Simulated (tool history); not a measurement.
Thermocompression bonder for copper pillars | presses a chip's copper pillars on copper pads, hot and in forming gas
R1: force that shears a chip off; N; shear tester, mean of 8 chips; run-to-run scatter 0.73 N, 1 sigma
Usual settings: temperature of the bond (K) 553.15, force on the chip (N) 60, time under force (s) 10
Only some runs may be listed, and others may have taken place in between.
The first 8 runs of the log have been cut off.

run 9 hour=583.6 | temperature_of_the_bond_(K)=553.15 force_on_the_chip_(N)=60 time_under_force_(s)=10 | R1=62.4
-- hour=595.5 forming gas filter changed
run 10 hour=621.3 | temperature_of_the_bond_(K)=553.15 force_on_the_chip_(N)=60 time_under_force_(s)=10 | R1=66.3
run 11 hour=668.7 | temperature_of_the_bond_(K)=553.15 force_on_the_chip_(N)=60 time_under_force_(s)=10 | R1=64.9
run 12 hour=741.1 | temperature_of_the_bond_(K)=553.15 force_on_the_chip_(N)=60 time_under_force_(s)=10 | R1=64.1
run 13 hour=821.4 | temperature_of_the_bond_(K)=553.15 force_on_the_chip_(N)=60 time_under_force_(s)=10 | R1=62.5
run 14 hour=860.3 | temperature_of_the_bond_(K)=553.15 force_on_the_chip_(N)=60 time_under_force_(s)=10 | R1=64.4
run 15 hour=920.8 | temperature_of_the_bond_(K)=553.15 force_on_the_chip_(N)=48 time_under_force_(s)=10 | R1=47.8
run 16 hour=992.5 | temperature_of_the_bond_(K)=553.15 force_on_the_chip_(N)=48 time_under_force_(s)=10 | R1=48.8
-- hour=1031.8 heater calibrated with a thermocouple chip
run 17 hour=1068.8 | temperature_of_the_bond_(K)=553.15 force_on_the_chip_(N)=48 time_under_force_(s)=10 | R1=52.6
-- hour=1087.5 forming gas filter changed
run 18 hour=1152.7 | temperature_of_the_bond_(K)=553.15 force_on_the_chip_(N)=48 time_under_force_(s)=10 | R1=54.9
run 19 hour=1214 | temperature_of_the_bond_(K)=553.15 force_on_the_chip_(N)=48 time_under_force_(s)=10 | R1=52.7
run 20 hour=1296 | temperature_of_the_bond_(K)=553.15 force_on_the_chip_(N)=48 time_under_force_(s)=10 | R1=53.4
run 21 hour=1340 | temperature_of_the_bond_(K)=554.15 force_on_the_chip_(N)=42 time_under_force_(s)=14 | R1=53.9
run 22 hour=1388.3 | temperature_of_the_bond_(K)=576.15 force_on_the_chip_(N)=80 time_under_force_(s)=29 | R1=128.5
-- hour=1443.9 force cell calibrated
run 23 hour=1466.1 | temperature_of_the_bond_(K)=576.15 force_on_the_chip_(N)=80 time_under_force_(s)=29 | R1=125.4
run 24 hour=1532.3 | temperature_of_the_bond_(K)=560.15 force_on_the_chip_(N)=48 time_under_force_(s)=6 | R1=43.3
-- hour=1578.3 forming gas filter changed
run 25 hour=1595.3 | temperature_of_the_bond_(K)=553.15 force_on_the_chip_(N)=60 time_under_force_(s)=29 | R1=91.6
run 26 hour=1640.2 | temperature_of_the_bond_(K)=553.15 force_on_the_chip_(N)=51 time_under_force_(s)=10 | R1=53.3
run 27 hour=1695.7 | temperature_of_the_bond_(K)=553.15 force_on_the_chip_(N)=51 time_under_force_(s)=10 | R1=54.1
run 28 hour=1737.5 | temperature_of_the_bond_(K)=531.15 force_on_the_chip_(N)=57 time_under_force_(s)=27 | R1=66.7
run 29 hour=1803.5 | temperature_of_the_bond_(K)=540.15 force_on_the_chip_(N)=57 time_under_force_(s)=27 | R1=73
run 30 hour=1880.8 | temperature_of_the_bond_(K)=546.15 force_on_the_chip_(N)=63 time_under_force_(s)=7 | R1=53.3
run 31 hour=1929.8 | temperature_of_the_bond_(K)=526.15 force_on_the_chip_(N)=41 time_under_force_(s)=29 | R1=42.5
run 32 hour=1971.3 | temperature_of_the_bond_(K)=562.15 force_on_the_chip_(N)=60 time_under_force_(s)=12 | R1=71.9

What does the tool deliver on the next run?
run 33 hour=2061 | temperature_of_the_bond_(K)=562.15 force_on_the_chip_(N)=60 time_under_force_(s)=12 | R1=?

{"run 33": {"R1": 74.7}}
With the hidden condition absent and the run-to-run variation left alone, this run would have shown R1 81.5 N.
